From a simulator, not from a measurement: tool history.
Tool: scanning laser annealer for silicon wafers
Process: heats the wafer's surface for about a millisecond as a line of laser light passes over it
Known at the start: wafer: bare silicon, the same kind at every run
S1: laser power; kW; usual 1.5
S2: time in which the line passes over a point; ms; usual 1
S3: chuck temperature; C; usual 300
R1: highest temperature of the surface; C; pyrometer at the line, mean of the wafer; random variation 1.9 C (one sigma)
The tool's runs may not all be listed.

run 1 day=0 | S1=1.5 S2=1 S3=300 | R1=1061
run 2 day=0.933 | S1=1.5 S2=1 S3=338 | R1=1101
run 3 day=1.858 | S1=1.5 S2=1 S3=335 | R1=1095
run 4 day=2.85 | S1=1.5 S2=1.2 S3=335 | R1=1173
run 5 day=4.554 | S1=1.586 S2=1.2 S3=335 | R1=1235
run 6 day=6.267 | S1=1.586 S2=1.2 S3=335 | R1=1232
run 7 day=7.767 | S1=1.586 S2=1.2 S3=318 | R1=1210
run 8 day=9.3 | S1=1.5 S2=1 S3=300 | R1=1052
run 9 day=11.008 | S1=1.5 S2=1 S3=300 | R1=1048
run 10 day=12.546 | S1=1.5 S2=1 S3=300 | R1=1046
run 11 day=13.779 | S1=1.5 S2=1 S3=274 | R1=1022
run 12 day=14.942 | S1=1.5 S2=1 S3=300 | R1=1047
run 13 day=16.012 | S1=1.518 S2=1 S3=300 | R1=1054
run 14 day=17.379 | S1=1.518 S2=1 S3=300 | R1=1053
run 15 day=18.671 | S1=1.518 S2=1 S3=300 | R1=1051
run 16 day=19.788 | S1=1.518 S2=1 S3=300 | R1=1049
run 17 day=21.504 | S1=1.518 S2=1 S3=300 | R1=1050
run 18 day=22.908 | S1=1.518 S2=1 S3=300 | R1=1048
run 19 day=24.012 | S1=1.5 S2=1 S3=328 | R1=1064
run 20 day=24.871 | S1=1.488 S2=0.76 S3=300 | R1=924
run 21 day=26.696 | S1=1.488 S2=0.76 S3=300 | R1=926
run 22 day=27.554 | S1=1.614 S2=0.71 S3=305 | R1=968
run 23 day=28.696 | S1=1.484 S2=1.17 S3=305 | R1=1092
-- day=28.875 window over the wafer cleaned
run 24 day=30.221 | S1=1.526 S2=1.03 S3=300 | R1=1095
run 25 day=31.742 | S1=1.5 S2=0.86 S3=337 | R1=1043
run 26 day=32.733 | S1=1.578 S2=1.24 S3=278 | R1=1197
run 27 day=33.804 | S1=1.578 S2=1.24 S3=278 | R1=1193
run 28 day=35.15 | S1=1.638 S2=1.24 S3=278 | R1=1237

The same runs without the tool's hidden state, with the same run-to-run variation:
The hidden state here: light that passes the window, % of a clean one's; laser's true power over the reading, %; width of the line over the set one, %; drift of the gauge itself on peak_c, C.
run=1 R1=1085
run=2 R1=1127
run=3 R1=1122
run=4 R1=1204
run=5 R1=1270
run=6 R1=1270
run=7 R1=1249
run=8 R1=1087
run=9 R1=1085
run=10 R1=1085
run=11 R1=1063
run=12 R1=1088
run=13 R1=1098
run=14 R1=1098
run=15 R1=1098
run=16 R1=1097
run=17 R1=1100
run=18 R1=1099
run=19 R1=1115
run=20 R1=969
run=21 R1=972
run=22 R1=1018
run=23 R1=1153
run=24 R1=1116
run=25 R1=1063
run=26 R1=1225
run=27 R1=1222
run=28 R1=1269
